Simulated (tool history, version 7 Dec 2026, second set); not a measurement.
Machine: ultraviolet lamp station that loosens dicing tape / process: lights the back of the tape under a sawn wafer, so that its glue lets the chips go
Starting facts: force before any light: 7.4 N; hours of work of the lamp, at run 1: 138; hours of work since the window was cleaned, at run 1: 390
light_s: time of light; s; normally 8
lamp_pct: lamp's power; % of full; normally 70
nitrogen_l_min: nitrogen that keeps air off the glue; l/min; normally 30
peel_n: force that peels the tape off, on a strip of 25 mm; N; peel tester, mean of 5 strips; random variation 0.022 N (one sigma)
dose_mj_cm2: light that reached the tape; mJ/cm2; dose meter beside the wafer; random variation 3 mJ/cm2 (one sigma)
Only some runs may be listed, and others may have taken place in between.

run    hour  light_s  lamp_pct  nitrogen_l_min  hours of work of the lamp  hours of work since the window was cleaned  peel_n  dose_mj_cm2
  1       0        8        70              30                        138                                         390   1.062          445
  2    45.3        8        70              30                        174                                         426   1.052          442
  3    84.8       11        70              30                        204                                         456   0.604          605
  4     134       11        70              30                        243                                         495   0.597          610
  5   177.9        8        84              30                        277                                         529   0.777          536
  6   229.3        8        84              30                        317                                         569   0.779          533
  7   254.1        8        79              30                        336                                         588   0.866          499
      279.4  -- window cleaned of glue's vapour
  8   291.9        8        70              30                        365                                          10   1.087          450
  9   335.6        8        70              30                        399                                          44    1.08          441
 10   383.7        8        70              30                        437                                          81   1.025          444
 11   424.2        8        70              30                        468                                         113   1.055          448
 12   477.4        8        73              30                        510                                         154   1.001          462
 13   519.9        8        73              30                        543                                         187   0.996          468
 14   546.7        8        70              30                        564                                         208   1.078          445
 15   577.6        8        70              30                        588                                         232   1.038          448
 16   618.7        8        70              30                        620                                         264   1.085          446
 17   648.6        8        62              30                        643                                         288   1.244          396
 18   676.3        8        62              30                        665                                         309   1.323          395
 19   714.5        8        62              30                        695                                         339    1.34          391
 20   759.4        8        62              30                        730                                         374   1.307          399
 21   792.1        8        62              30                        755                                         400   1.261          398
 22     822        6        77              47                        778                                         423   1.241          368
 23   879.7        8        70              33                        824                                         468   1.017          438
 24   911.2        8        89              25                        848                                         492    0.76          566
      949.1  -- lamp changed
 25   967.9       14        97              30                         15                                         536    0.27         1085
 26    1014       16        79              29                         51                                         572   0.286         1004
 27  1044.2        7        93              29                         74                                         595   0.811          512
     1063.4  -- window cleaned of glue's vapour
 28  1088.8        7        93              29                        109                                          20   0.804          516
 29  1141.6        7        93              29                        150                                          61   0.806          524
 30  1185.4        8        93              17                        184                                          95   0.847          590
 31    1217        7        64              10                        208                                         120   2.274          358
 32  1247.3       15        67              35                        232                                         143   0.374          798
 33  1281.2        9        84              19                        258                                         170   0.783          603
 34    1324       12        64              30                        292                                         203     0.6          606
 35  1350.8       12        64              30                        313                                         224   0.635          611
 36  1392.1        5        98              30                        345                                         256   1.349          388
 37  1446.1       14        70               9                        387                                         298   0.719          782
 38  1493.7        6        77              30                        424                                         335   1.429          363
 39  1526.3        6        77              30                        449                                         361   1.393          371
 40  1579.6        8        84              30                        491                                         402   0.766          532
 41  1627.8        8        84              30                        529                                         440   0.766          531

Here are 5 independent what-if runs from the current tool condition. What would each one return?
  A  1651        8        70              22                        547                                         458       ?            ?
  B  1651        8        70              17                        547                                         458       ?            ?
  C  1651        5        66              35                        547                                         458       ?            ?
  D  1651       12        84              30                        547                                         458       ?            ?
  E  1651       14        84              11                        547                                         458       ?            ?

run  peel_n  dose_mj_cm2
  A   1.194          446
  B   1.354          443
  C   2.081          259
  D   0.369          803
  E   0.495          927
Take away the tool's hidden state, keep each run's random variation, and the runs would have read:
run  peel_n  dose_mj_cm2
  A   1.187          447
  B   1.347          444
  C   2.073          260
  D   0.368          805
  E   0.492          930

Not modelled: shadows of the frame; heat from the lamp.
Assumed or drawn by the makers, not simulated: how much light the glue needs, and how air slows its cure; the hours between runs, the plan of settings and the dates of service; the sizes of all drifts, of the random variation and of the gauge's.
